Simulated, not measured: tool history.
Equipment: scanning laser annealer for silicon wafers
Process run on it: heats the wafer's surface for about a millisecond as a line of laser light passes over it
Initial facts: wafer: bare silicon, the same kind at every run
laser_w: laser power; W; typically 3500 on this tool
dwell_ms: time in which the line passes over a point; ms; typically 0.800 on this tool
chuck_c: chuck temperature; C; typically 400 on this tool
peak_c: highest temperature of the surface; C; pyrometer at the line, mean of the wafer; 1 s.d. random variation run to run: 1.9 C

run   hour  laser_w  dwell_ms  chuck_c  peak_c
  1    0.0     3500     0.800      400    1161
  2   20.5     3500     0.800      400    1155
  3   34.8     3500     0.800      400    1156
  4   43.3     3500     0.800      400    1155
  5   60.0     3500     0.800      400    1156
  6   72.7     3500     0.800      400    1156
  7   87.6     3500     0.800      400    1154
  8  105.8     3500     0.800      400    1154
  9  123.4     3500     0.800      400    1151
 10  143.7     3500     0.800      400    1151
 11  155.0     3500     0.800      400    1151
 12  173.2     3500     0.898      400    1204
 13  189.2     3500     0.898      430    1233
 14  209.7     3500     0.898      430    1228
 15  219.9     3730     0.634      371    1075
 16  240.1     3596     0.579      391    1032
 17  249.4     3596     0.967      368    1225
 18  263.4     3113     0.742      400    1026

What will run 19 give?
 19  282.3     3316     0.742      394       ?

Run 19 produced peak_c 1066 C.
The same run, on a tool lacking any hidden state, would have yielded peak_c 1109 C.

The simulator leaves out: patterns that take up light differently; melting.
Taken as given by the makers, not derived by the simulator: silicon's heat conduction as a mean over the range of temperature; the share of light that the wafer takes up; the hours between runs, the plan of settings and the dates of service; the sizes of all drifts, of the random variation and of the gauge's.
